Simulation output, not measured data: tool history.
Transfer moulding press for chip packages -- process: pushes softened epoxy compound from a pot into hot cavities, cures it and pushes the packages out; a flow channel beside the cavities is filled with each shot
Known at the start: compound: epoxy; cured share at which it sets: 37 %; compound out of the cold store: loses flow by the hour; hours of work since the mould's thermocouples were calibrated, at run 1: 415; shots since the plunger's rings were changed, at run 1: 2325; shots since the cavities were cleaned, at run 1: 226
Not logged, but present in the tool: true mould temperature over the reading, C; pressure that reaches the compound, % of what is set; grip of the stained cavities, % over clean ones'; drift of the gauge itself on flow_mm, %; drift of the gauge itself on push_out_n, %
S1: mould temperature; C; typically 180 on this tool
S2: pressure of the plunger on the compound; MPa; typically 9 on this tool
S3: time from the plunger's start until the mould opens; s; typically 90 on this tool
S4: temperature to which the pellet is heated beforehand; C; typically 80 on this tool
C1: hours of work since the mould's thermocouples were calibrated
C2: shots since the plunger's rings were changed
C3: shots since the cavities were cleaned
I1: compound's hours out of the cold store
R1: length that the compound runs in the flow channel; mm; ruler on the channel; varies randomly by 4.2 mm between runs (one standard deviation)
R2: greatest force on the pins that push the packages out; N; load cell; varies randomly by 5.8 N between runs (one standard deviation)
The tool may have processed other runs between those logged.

run	hour	S1	S2	S3	S4	C1	C2	C3	I1	R1	R2
1	0	180	9	90	80	415	2325	226	18	725	216
2	13.6	180	9	90	80	421	2460	361	39.1	698	215
3	33	177	9	90	80	430	2654	555	14.1	756	256
# hour 39.6: cavities cleaned with cleaning compound and waxed
4	59.3	177	9	90	80	441	2902	196	28.5	726	238
5	86	177	9	90	80	454	3168	462	17.7	747	252
# hour 103.5: cavities cleaned with cleaning compound and waxed
6	104.6	177	9	90	80	461	3339	11	45.3	691	239
7	125.3	172	9	122	85	471	3545	217	37.2	728	204
8	141.7	181	7.03	122	85	479	3709	381	28.9	618	182
9	159.3	180	9	84	80	487	3884	556	33.9	700	226
# hour 165.5: cavities cleaned with cleaning compound and waxed
10	177.5	180	6.86	128	80	494	4051	120	20	632	179
11	189.4	183	6.86	85	80	500	4169	238	26	615	211
12	210.9	173	6.86	85	84	510	4384	453	19.3	667	371

Branching from run 12: 4 alternative next runs. What would each branch give?
# hour 227.9: cavities cleaned with cleaning compound and waxed
A	235.8	181	9	90	80	521	4618	79	12.7	?	?
# hour 227.9: cavities cleaned with cleaning compound and waxed
B	235.8	173	6.86	85	88	521	4618	79	46.1	?	?
# hour 227.9: cavities cleaned with cleaning compound and waxed
C	235.8	184	8.01	90	73	521	4618	79	17.1	?	?
# hour 227.9: cavities cleaned with cleaning compound and waxed
D	235.8	187	9.72	121	84	521	4618	79	11.4	?	?

run	R1	R2
A	742	204
B	622	334
C	673	193
D	745	179
With no hidden state in the tool, these same runs would have given:
run	R1	R2
A	743	203
B	623	333
C	674	192
D	746	178
